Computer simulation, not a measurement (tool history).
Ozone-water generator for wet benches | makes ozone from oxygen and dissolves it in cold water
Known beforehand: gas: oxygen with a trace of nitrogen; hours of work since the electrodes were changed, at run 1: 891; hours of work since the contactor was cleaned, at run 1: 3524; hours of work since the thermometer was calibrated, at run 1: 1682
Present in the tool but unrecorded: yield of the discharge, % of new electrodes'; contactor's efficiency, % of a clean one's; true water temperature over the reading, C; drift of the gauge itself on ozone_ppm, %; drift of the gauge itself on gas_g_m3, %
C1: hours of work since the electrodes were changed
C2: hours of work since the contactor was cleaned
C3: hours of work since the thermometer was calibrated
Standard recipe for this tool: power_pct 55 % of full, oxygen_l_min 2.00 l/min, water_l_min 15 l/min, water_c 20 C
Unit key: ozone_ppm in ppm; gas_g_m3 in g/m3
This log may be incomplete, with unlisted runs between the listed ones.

Run 1, day 0.000: usual settings; C1 891; C2 3524; C3 1682. Result: ozone_ppm 13.5 ppm, gas_g_m3 192.5 g/m3.
Run 2, day 1.246: usual settings; C1 909; C2 3542; C3 1700. Result: ozone_ppm 13.5 ppm, gas_g_m3 193.2 g/m3.
Run 3, day 2.671: usual settings; C1 930; C2 3563; C3 1721. Result: ozone_ppm 13.4 ppm, gas_g_m3 192.5 g/m3.
Run 4, day 4.825: usual settings but water_c 17 C; C1 961; C2 3595; C3 1753. Result: ozone_ppm 13.7 ppm, gas_g_m3 192.9 g/m3.
Run 5, day 6.071: usual settings but water_c 17 C; C1 980; C2 3613; C3 1771. Result: ozone_ppm 13.8 ppm, gas_g_m3 192.1 g/m3.
Run 6, day 7.858: usual settings; C1 1006; C2 3639; C3 1797. Result: ozone_ppm 13.3 ppm, gas_g_m3 191.9 g/m3.
Run 7, day 9.717: usual settings but oxygen_l_min 1.89 l/min; C1 1033; C2 3666; C3 1824. Result: ozone_ppm 13.3 ppm, gas_g_m3 196.7 g/m3.
Run 8, day 11.812: usual settings but water_l_min 11 l/min; C1 1063; C2 3697; C3 1855. Result: ozone_ppm 17.7 ppm, gas_g_m3 192.7 g/m3.
Run 9, day 14.267: usual settings but water_l_min 11 l/min; C1 1099; C2 3733; C3 1891. Result: ozone_ppm 17.4 ppm, gas_g_m3 192.3 g/m3.
Run 10, day 16.408: usual settings but water_l_min 11 l/min; C1 1131; C2 3764; C3 1922. Result: ozone_ppm 17.1 ppm, gas_g_m3 192.6 g/m3.
Run 11, day 17.675: usual settings but water_l_min 11 l/min; C1 1149; C2 3782; C3 1940. Result: ozone_ppm 17.7 ppm, gas_g_m3 191.7 g/m3.
Run 12, day 18.942: usual settings but power_pct 93 % of full, water_l_min 19 l/min; C1 1168; C2 3801; C3 1959. Result: ozone_ppm 16.6 ppm, gas_g_m3 304.5 g/m3.
At day 20.988: contactor cleaned.
Run 13, day 21.471: usual settings but water_l_min 11 l/min; C1 1202; C2 7; C3 1994. Result: ozone_ppm 18.5 ppm, gas_g_m3 191.5 g/m3.
Run 14, day 22.846: usual settings but water_l_min 11 l/min; C1 1222; C2 27; C3 2014. Result: ozone_ppm 18.3 ppm, gas_g_m3 189.5 g/m3.
Run 15, day 24.533: usual settings but water_l_min 11 l/min; C1 1247; C2 52; C3 2038. Result: ozone_ppm 18.7 ppm, gas_g_m3 190.3 g/m3.
Run 16, day 26.133: usual settings but water_l_min 11 l/min; C1 1270; C2 75; C3 2062. Result: ozone_ppm 18.6 ppm, gas_g_m3 190.0 g/m3.
Run 17, day 28.092: usual settings but oxygen_l_min 1.93 l/min, water_l_min 11 l/min; C1 1299; C2 104; C3 2090. Result: ozone_ppm 18.5 ppm, gas_g_m3 193.6 g/m3.
Run 18, day 29.308: usual settings but oxygen_l_min 2.55 l/min, water_l_min 19 l/min, water_c 12 C; C1 1317; C2 122; C3 2108. Result: ozone_ppm 12.3 ppm, gas_g_m3 165.0 g/m3.

For run 19, what comes out?
Run 19, day 31.788: usual settings but oxygen_l_min 2.74 l/min; C1 1353; C2 158; C3 2144. Result: ozone_ppm ?, gas_g_m3 ?.

{"run 19": {"ozone_ppm": 14.3, "gas_g_m3": 158.0}}
With no hidden state in the tool, this same run would have given ozone_ppm 15.2 ppm, gas_g_m3 166.4 g/m3.

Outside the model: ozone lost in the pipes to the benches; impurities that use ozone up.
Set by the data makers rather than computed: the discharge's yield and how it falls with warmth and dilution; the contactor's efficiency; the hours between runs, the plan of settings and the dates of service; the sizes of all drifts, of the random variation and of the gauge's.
